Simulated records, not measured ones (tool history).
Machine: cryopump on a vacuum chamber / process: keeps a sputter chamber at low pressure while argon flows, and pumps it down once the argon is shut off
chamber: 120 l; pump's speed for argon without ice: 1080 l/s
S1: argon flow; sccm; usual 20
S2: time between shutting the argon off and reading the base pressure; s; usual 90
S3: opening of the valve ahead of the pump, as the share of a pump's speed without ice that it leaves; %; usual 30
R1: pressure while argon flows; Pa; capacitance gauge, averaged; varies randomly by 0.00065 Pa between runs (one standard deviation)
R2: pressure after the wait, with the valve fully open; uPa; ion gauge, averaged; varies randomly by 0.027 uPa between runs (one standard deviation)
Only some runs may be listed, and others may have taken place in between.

{"run": 1, "hour": 0.0, "S1": 20, "S2": 90, "S3": 30, "R1": 0.1066, "R2": 1.24}
{"run": 2, "hour": 44.6, "S1": 20, "S2": 90, "S3": 30, "R1": 0.1069, "R2": 1.25}
{"run": 3, "hour": 76.1, "S1": 20, "S2": 90, "S3": 30, "R1": 0.1066, "R2": 1.27}
{"run": 4, "hour": 112.8, "S1": 20, "S2": 90, "S3": 30, "R1": 0.1068, "R2": 1.23}
{"run": 5, "hour": 155.2, "S1": 20, "S2": 90, "S3": 30, "R1": 0.1074, "R2": 1.26}
{"run": 6, "hour": 176.1, "S1": 20, "S2": 90, "S3": 53, "R1": 0.0614, "R2": 1.23}
{"run": 7, "hour": 197.1, "S1": 20, "S2": 90, "S3": 30, "R1": 0.1054, "R2": 1.26}
{"run": 8, "hour": 229.2, "S1": 20, "S2": 90, "S3": 30, "R1": 0.1072, "R2": 1.31}
{"run": 9, "hour": 249.3, "S1": 20, "S2": 90, "S3": 30, "R1": 0.1073, "R2": 1.36}
{"run": 10, "hour": 279.5, "S1": 20, "S2": 90, "S3": 30, "R1": 0.1075, "R2": 1.29}
{"run": 11, "hour": 307.4, "S1": 20, "S2": 90, "S3": 30, "R1": 0.108, "R2": 1.26}
{"run": 12, "hour": 341.1, "S1": 20, "S2": 90, "S3": 30, "R1": 0.107, "R2": 1.3}
{"run": 13, "hour": 373.1, "S1": 11, "S2": 90, "S3": 30, "R1": 0.0595, "R2": 1.34}
{"run": 14, "hour": 392.2, "S1": 18, "S2": 90, "S3": 30, "R1": 0.0972, "R2": 1.28}
{"run": 15, "hour": 413.8, "S1": 20, "S2": 90, "S3": 30, "R1": 0.1086, "R2": 1.28}
{"run": 16, "hour": 441.5, "S1": 20, "S2": 90, "S3": 30, "R1": 0.1079, "R2": 1.34}
{"run": 17, "hour": 463.1, "S1": 20, "S2": 90, "S3": 23, "R1": 0.1403, "R2": 1.32}
{"run": 18, "hour": 483.5, "S1": 20, "S2": 74, "S3": 21, "R1": 0.1533, "R2": 1.51}
{"run": 19, "hour": 512.5, "S1": 13, "S2": 90, "S3": 30, "R1": 0.0703, "R2": 1.3}
{"run": 20, "hour": 530.8, "S1": 13, "S2": 90, "S3": 27, "R1": 0.0779, "R2": 1.29}
{"run": 21, "hour": 575.0, "S1": 13, "S2": 90, "S3": 27, "R1": 0.0786, "R2": 1.26}
{"run": 22, "hour": 596.4, "S1": 20, "S2": 106, "S3": 30, "R1": 0.111, "R2": 1.16}
{"run": 23, "hour": 614.8, "S1": 20, "S2": 106, "S3": 30, "R1": 0.1098, "R2": 1.18}
{"run": 24, "hour": 653.9, "S1": 32, "S2": 106, "S3": 30, "R1": 0.1768, "R2": 1.16}
{"run": 25, "hour": 690.0, "S1": 20, "S2": 52, "S3": 60, "R1": 0.0582, "R2": 1.97}
{"run": 26, "hour": 732.7, "S1": 28, "S2": 90, "S3": 46, "R1": 0.1039, "R2": 1.35}
{"run": 27, "hour": 767.3, "S1": 28, "S2": 90, "S3": 46, "R1": 0.1033, "R2": 1.32}
{"run": 28, "hour": 799.5, "S1": 34, "S2": 46, "S3": 46, "R1": 0.1269, "R2": 2.27}
{"run": 29, "hour": 828.9, "S1": 20, "S2": 32, "S3": 45, "R1": 0.0762, "R2": 3.02}
{"run": 30, "hour": 849.9, "S1": 37, "S2": 32, "S3": 25, "R1": 0.2429, "R2": 3.06}
{"run": 31, "hour": 888.2, "S1": 27, "S2": 117, "S3": 19, "R1": 0.232, "R2": 1.12}
{"run": 32, "hour": 930.4, "S1": 27, "S2": 117, "S3": 19, "R1": 0.2319, "R2": 1.16}
{"run": 33, "hour": 956.1, "S1": 27, "S2": 86, "S3": 24, "R1": 0.1857, "R2": 1.43}
{"run": 34, "hour": 982.6, "S1": 27, "S2": 86, "S3": 24, "R1": 0.1868, "R2": 1.36}

Branching from run 34: 5 alternative next runs. What would each branch give?
{"run": "A", "hour": 1008.5, "S1": 17, "S2": 172, "S3": 45, "R1": "?", "R2": "?"}
{"run": "B", "hour": 1008.5, "S1": 20, "S2": 87, "S3": 50, "R1": "?", "R2": "?"}
{"run": "C", "hour": 1008.5, "S1": 27, "S2": 50, "S3": 24, "R1": "?", "R2": "?"}
{"run": "D", "hour": 1008.5, "S1": 13, "S2": 57, "S3": 39, "R1": "?", "R2": "?"}
{"run": "E", "hour": 1008.5, "S1": 13, "S2": 96, "S3": 18, "R1": "?", "R2": "?"}

run=A R1=0.0668 R2=0.89
run=B R1=0.0704 R2=1.44
run=C R1=0.1868 R2=2.16
run=D R1=0.0575 R2=1.82
run=E R1=0.1184 R2=1.32
With the hidden condition removed and each run's random variation left untouched, the same runs would have given:
run=A R1=0.0600 R2=0.72
run=B R1=0.0625 R2=1.26
run=C R1=0.1760 R2=1.99
run=D R1=0.0524 R2=1.65
run=E R1=0.1133 R2=1.14
